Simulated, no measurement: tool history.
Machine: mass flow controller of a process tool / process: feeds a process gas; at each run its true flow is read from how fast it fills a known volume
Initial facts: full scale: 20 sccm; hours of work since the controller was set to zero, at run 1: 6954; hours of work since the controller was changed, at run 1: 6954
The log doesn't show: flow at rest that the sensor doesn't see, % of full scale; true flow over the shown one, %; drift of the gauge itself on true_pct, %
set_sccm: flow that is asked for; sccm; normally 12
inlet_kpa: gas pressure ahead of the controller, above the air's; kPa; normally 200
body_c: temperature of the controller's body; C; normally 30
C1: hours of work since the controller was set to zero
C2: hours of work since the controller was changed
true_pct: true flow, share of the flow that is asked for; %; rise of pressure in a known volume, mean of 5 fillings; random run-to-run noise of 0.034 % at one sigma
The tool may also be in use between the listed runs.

Run 1, hour 0: usual settings; C1 6954; C2 6954. Result: true_pct 99.86 %.
Run 2, hour 211.9: usual settings; C1 7121; C2 7121. Result: true_pct 99.84 %.
Run 3, hour 423.4: usual settings; C1 7288; C2 7288. Result: true_pct 99.8 %.
Run 4, hour 702.1: usual settings; C1 7509; C2 7509. Result: true_pct 99.7 %.
At hour 727.8: controller's zero set anew.
Run 5, hour 831.4: usual settings; C1 82; C2 7611. Result: true_pct 99.82 %.
Run 6, hour 1052.2: usual settings; C1 256; C2 7785. Result: true_pct 99.68 %.
Run 7, hour 1258.9: usual settings but set_sccm 5 sccm; C1 420; C2 7948. Result: true_pct 99.32 %.
Run 8, hour 1525.6: usual settings but set_sccm 5 sccm; C1 631; C2 8159. Result: true_pct 99.25 %.
Run 9, hour 1732.7: usual settings but set_sccm 5 sccm; C1 794; C2 8323. Result: true_pct 99.27 %.
Run 10, hour 1914.7: usual settings but body_c 36 C; C1 938; C2 8467. Result: true_pct 99.78 %.
Run 11, hour 2126.9: usual settings but set_sccm 4 sccm, inlet_kpa 155 kPa, body_c 21 C; C1 1106; C2 8635. Result: true_pct 99.01 %.
Run 12, hour 2382.7: usual settings but set_sccm 4 sccm, inlet_kpa 155 kPa, body_c 21 C; C1 1308; C2 8837. Result: true_pct 98.91 %.
Run 13, hour 2626.1: usual settings but set_sccm 9 sccm, inlet_kpa 201 kPa, body_c 38 C; C1 1501; C2 9029. Result: true_pct 99.46 %.
Run 14, hour 2881.7: usual settings but inlet_kpa 157 kPa; C1 1703; C2 9231. Result: true_pct 99.5 %.
Run 15, hour 3086.9: usual settings but set_sccm 16 sccm, inlet_kpa 152 kPa; C1 1865; C2 9393. Result: true_pct 99.67 %.
Run 16, hour 3249.7: usual settings but set_sccm 18 sccm, inlet_kpa 239 kPa, body_c 25 C; C1 1993; C2 9522. Result: true_pct 98.91 %.
Run 17, hour 3400.1: usual settings but set_sccm 9 sccm, body_c 29 C; C1 2112; C2 9641. Result: true_pct 99.05 %.
Run 18, hour 3682: usual settings but set_sccm 2 sccm; C1 2335; C2 9864. Result: true_pct 98.72 %.
Run 19, hour 3884.3: usual settings but set_sccm 6 sccm, inlet_kpa 209 kPa, body_c 28 C; C1 2495; C2 10024. Result: true_pct 98.66 %.

Take each entry between the runs: how does the hidden state at the last listed run before it differ from the hidden state at the first listed run after it?
From run 4 to run 5: controller's zero set anew (hour 727.8)
  flow at rest that the sensor doesn't see, % of full scale: -0.002 -> 0; drift of the gauge itself on true_pct, %: -0.16 -> -0.18
  the result without the hidden state subtracted from the measured one, true_pct: -0.16 -> -0.18 %
